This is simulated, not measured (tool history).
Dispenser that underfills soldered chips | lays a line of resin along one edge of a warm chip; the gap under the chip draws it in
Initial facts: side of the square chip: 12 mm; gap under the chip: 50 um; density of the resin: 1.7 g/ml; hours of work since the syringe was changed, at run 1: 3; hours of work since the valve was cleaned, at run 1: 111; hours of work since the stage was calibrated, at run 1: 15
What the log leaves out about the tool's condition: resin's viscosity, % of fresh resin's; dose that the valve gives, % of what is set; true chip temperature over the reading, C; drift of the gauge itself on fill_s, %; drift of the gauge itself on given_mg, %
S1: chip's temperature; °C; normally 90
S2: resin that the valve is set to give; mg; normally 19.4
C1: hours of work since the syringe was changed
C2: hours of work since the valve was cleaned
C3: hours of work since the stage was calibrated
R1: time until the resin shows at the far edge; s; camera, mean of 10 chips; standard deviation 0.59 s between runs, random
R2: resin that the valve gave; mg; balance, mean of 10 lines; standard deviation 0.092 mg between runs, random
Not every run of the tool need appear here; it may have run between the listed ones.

run 1 hour=0 | S1=90 S2=19.4 | C1=3 C2=111 C3=15 | R1=59 R2=17.92
run 2 hour=2.1 | S1=90 S2=19.4 | C1=5 C2=112 C3=17 | R1=62.8 R2=17.92
run 3 hour=4.6 | S1=90 S2=19.4 | C1=6 C2=114 C3=19 | R1=69.3 R2=17.89
run 4 hour=8.5 | S1=90 S2=19.4 | C1=9 C2=117 C3=22 | R1=81.5 R2=17.73
-- hour=10.2 new syringe of resin
run 5 hour=12.6 | S1=90 S2=19.4 | C1=2 C2=120 C3=25 | R1=56.6 R2=17.76
run 6 hour=16.7 | S1=90 S2=19.4 | C1=5 C2=123 C3=28 | R1=65.5 R2=17.77
-- hour=21.3 dispensing valve cleaned and set on the balance
run 7 hour=22.1 | S1=90 S2=19.4 | C1=8 C2=1 C3=31 | R1=73.7 R2=19.59
-- hour=25.1 new syringe of resin
run 8 hour=26.1 | S1=99 S2=19.4 | C1=1 C2=3 C3=34 | R1=35.5 R2=19.5
run 9 hour=30 | S1=99 S2=19.4 | C1=4 C2=6 C3=37 | R1=40.7 R2=19.35
run 10 hour=34.6 | S1=99 S2=19.4 | C1=7 C2=10 C3=40 | R1=47.8 R2=19.29
run 11 hour=38 | S1=99 S2=19.4 | C1=10 C2=12 C3=43 | R1=53.3 R2=19.36
-- hour=38.9 new syringe of resin
run 12 hour=40.7 | S1=99 S2=19.4 | C1=1 C2=14 C3=45 | R1=35.4 R2=19.37
run 13 hour=45.4 | S1=99 S2=19.4 | C1=5 C2=18 C3=48 | R1=41.1 R2=19.2
run 14 hour=49.3 | S1=91 S2=23.6 | C1=8 C2=21 C3=51 | R1=66.3 R2=23.28
run 15 hour=51.3 | S1=91 S2=23.6 | C1=9 C2=22 C3=53 | R1=71.9 R2=23.19
-- hour=52.8 new syringe of resin
run 16 hour=55.8 | S1=91 S2=23.6 | C1=2 C2=25 C3=56 | R1=51.8 R2=23.38
run 17 hour=59 | S1=97 S2=23.5 | C1=5 C2=28 C3=58 | R1=45 R2=22.96
run 18 hour=63.2 | S1=105 S2=24.1 | C1=8 C2=31 C3=62 | R1=35.9 R2=23.84
run 19 hour=66.1 | S1=105 S2=24.1 | C1=10 C2=33 C3=64 | R1=39.6 R2=23.53
-- hour=66.7 new syringe of resin
run 20 hour=69.8 | S1=97 S2=23.3 | C1=2 C2=36 C3=66 | R1=41.1 R2=22.79
run 21 hour=72.3 | S1=91 S2=23.1 | C1=4 C2=38 C3=68 | R1=56.6 R2=22.37
run 22 hour=76.5 | S1=91 S2=23.1 | C1=7 C2=41 C3=72 | R1=65.7 R2=22.52
-- hour=80.8 new syringe of resin
run 23 hour=81.1 | S1=91 S2=23.1 | C1=0 C2=44 C3=75 | R1=48.2 R2=22.64
run 24 hour=84.3 | S1=96 S2=19.9 | C1=3 C2=47 C3=77 | R1=42.8 R2=19.3
run 25 hour=86.8 | S1=96 S2=24.8 | C1=5 C2=49 C3=79 | R1=45.5 R2=23.96

Alternative continuations, all from the tool just after run 25; predict every row:
run A hour=90.3 | S1=93 S2=24.8 | C1=7 C2=51 C3=82 | R1=? R2=?
run B hour=90.3 | S1=75 S2=20.6 | C1=7 C2=51 C3=82 | R1=? R2=?
run C hour=90.3 | S1=84 S2=17.5 | C1=7 C2=51 C3=82 | R1=? R2=?
run D hour=90.3 | S1=92 S2=22.4 | C1=7 C2=51 C3=82 | R1=? R2=?

run=A R1=59 R2=23.93
run=B R1=146.1 R2=19.99
run=C R1=94.7 R2=16.81
run=D R1=62.2 R2=21.63
With no hidden state in the tool, these same runs would have given:
run=A R1=42.4 R2=24.75
run=B R1=105 R2=20.67
run=C R1=67.8 R2=17.39
run=D R1=44.7 R2=22.38
